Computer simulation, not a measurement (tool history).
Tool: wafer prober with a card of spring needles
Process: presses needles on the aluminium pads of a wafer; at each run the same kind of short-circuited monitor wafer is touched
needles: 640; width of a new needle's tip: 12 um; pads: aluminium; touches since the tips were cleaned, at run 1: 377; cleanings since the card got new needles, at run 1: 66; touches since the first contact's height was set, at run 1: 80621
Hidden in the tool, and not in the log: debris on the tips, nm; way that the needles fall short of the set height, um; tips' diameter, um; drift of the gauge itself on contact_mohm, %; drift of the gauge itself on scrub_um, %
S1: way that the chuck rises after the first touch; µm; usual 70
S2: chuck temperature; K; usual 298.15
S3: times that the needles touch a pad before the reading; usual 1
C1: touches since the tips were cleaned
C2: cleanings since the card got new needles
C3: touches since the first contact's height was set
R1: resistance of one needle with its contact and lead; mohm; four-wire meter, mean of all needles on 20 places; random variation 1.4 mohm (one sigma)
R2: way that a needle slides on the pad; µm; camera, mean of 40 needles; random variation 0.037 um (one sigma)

run,hour,S1,S2,S3,C1,C2,C3,R1,R2
1,0,70,298.15,1,377,66,80621,123,17.69
# hour 11.8: tips cleaned on abrasive film
2,19.4,70,298.15,1,4285,67,91501,138,17.67
# hour 23.7: tips cleaned on abrasive film
# hour 35.6: tips cleaned on abrasive film
# hour 47.9: tips cleaned on abrasive film
3,47.9,70,298.15,2,0,70,107324,120,17.66
# hour 59.9: tips cleaned on abrasive film
4,65.4,70,298.15,2,3093,71,117136,130,17.67
# hour 71.6: tips cleaned on abrasive film
# hour 82.8: tips cleaned on abrasive film
5,83.5,70,298.15,2,373,73,127187,124,17.56
# hour 93.7: tips cleaned on abrasive film
# hour 104.7: tips cleaned on abrasive film
# hour 116.1: tips cleaned on abrasive film
6,121.2,58,298.15,1,2857,76,148252,148,14.42
# hour 128.1: tips cleaned on abrasive film
7,137.9,58,298.15,1,5530,77,157584,149,14.39
# hour 140.6: tips cleaned on abrasive film
# hour 151.2: tips cleaned on abrasive film
# hour 162.7: tips cleaned on abrasive film
# hour 163: height of the first contact set anew
8,168.7,58,298.15,1,3203,80,3203,147,13.91
# hour 174: tips cleaned on abrasive film
# hour 186.3: tips cleaned on abrasive film
9,195.4,70,298.15,1,5118,82,18105,143,16.96
# hour 198.1: tips cleaned on abrasive film
# hour 210.3: tips cleaned on abrasive film
# hour 219.8: height of the first contact set anew, once more
# hour 221.5: tips cleaned on abrasive film
10,227.7,70,298.15,1,3455,85,4379,140,18.04
# hour 233.9: tips cleaned on abrasive film
11,243.2,70,298.15,1,5258,86,13056,139,18.02
# hour 245.9: tips cleaned on abrasive film
# hour 257.1: tips cleaned on abrasive film
# hour 269.6: tips cleaned on abrasive film
12,269.6,70,298.15,1,0,89,27755,121,17.94
# hour 280.9: tips cleaned on abrasive film
# hour 292.2: tips cleaned on abrasive film
13,302,70,298.15,1,5535,91,45884,141,17.89
# hour 304.5: tips cleaned on abrasive film
# hour 316.3: tips cleaned on abrasive film
# hour 329.1: tips cleaned on abrasive film
14,330.7,70,298.15,1,904,94,61826,129,17.82
# hour 341.4: tips cleaned on abrasive film
# hour 353.1: tips cleaned on abrasive film
# hour 363.6: tips cleaned on abrasive film
15,366.5,66,308.15,2,1627,97,81809,130,16.67
# hour 375.6: tips cleaned on abrasive film
# hour 387.3: tips cleaned on abrasive film
16,391.5,66,365.15,2,2369,99,95747,141,16.58
# hour 398.4: tips cleaned on abrasive film
# hour 410.4: tips cleaned on abrasive film
17,419.4,87,365.15,2,5065,101,111323,136,22.03
# hour 421.4: tips cleaned on abrasive film
# hour 433.8: tips cleaned on abrasive film
18,435.7,87,352.15,2,1078,103,120400,129,21.95
# hour 445.7: tips cleaned on abrasive film
19,454.2,87,352.15,2,4793,104,130776,132,21.93
# hour 456.9: tips cleaned on abrasive film
# hour 468.5: tips cleaned on abrasive film
20,471.5,87,352.15,2,1658,106,140355,133,21.87
# hour 480.9: tips cleaned on abrasive film
# hour 492.6: tips cleaned on abrasive film
21,500.2,87,352.15,2,4284,108,156403,134,21.85
# hour 504.8: tips cleaned on abrasive film
# hour 516.9: tips cleaned on abrasive film
# hour 526: height of the first contact set anew
22,526,87,315.15,2,4970,110,0,129,22.44
# hour 528.2: tips cleaned on abrasive film
# hour 540.1: tips cleaned on abrasive film
# hour 550.7: tips cleaned on abrasive film
23,550.7,87,315.15,2,0,113,13701,124,22.4
# hour 562.7: tips cleaned on abrasive film
# hour 574.5: tips cleaned on abrasive film
24,576.6,71,298.15,1,1164,115,28152,127,18.14
# hour 585.5: tips cleaned on abrasive film
# hour 596.1: tips cleaned on abrasive film
25,596.1,59,307.15,1,0,117,39017,124,15.01
# hour 607.6: tips cleaned on abrasive film
26,613.6,59,307.15,1,3401,118,48824,149,14.97
# hour 618.7: tips cleaned on abrasive film
# hour 629.7: tips cleaned on abrasive film
# hour 641.2: tips cleaned on abrasive film
27,641.2,59,307.15,1,0,121,64193,125,14.96

Some steps in R1 between neighbouring runs. How much of each would the tool show without its hidden state too (settings, what came in, random variation), and how much is left for the hidden state, with any gauge scatter that isn't in both results?
Run 5 -> 6: S1 70 -> 58, S3 2 -> 1, tips cleaned on abrasive film, tips cleaned on abrasive film, tips cleaned on abrasive film. R1 +24 mohm: hidden state +22, all else +2.
Run 25 -> 26: tips cleaned on abrasive film. R1 +25 mohm: hidden state +24, all else +1.
Run 26 -> 27: tips cleaned on abrasive film, tips cleaned on abrasive film, tips cleaned on abrasive film. R1 -24 mohm: hidden state -23, all else -1.
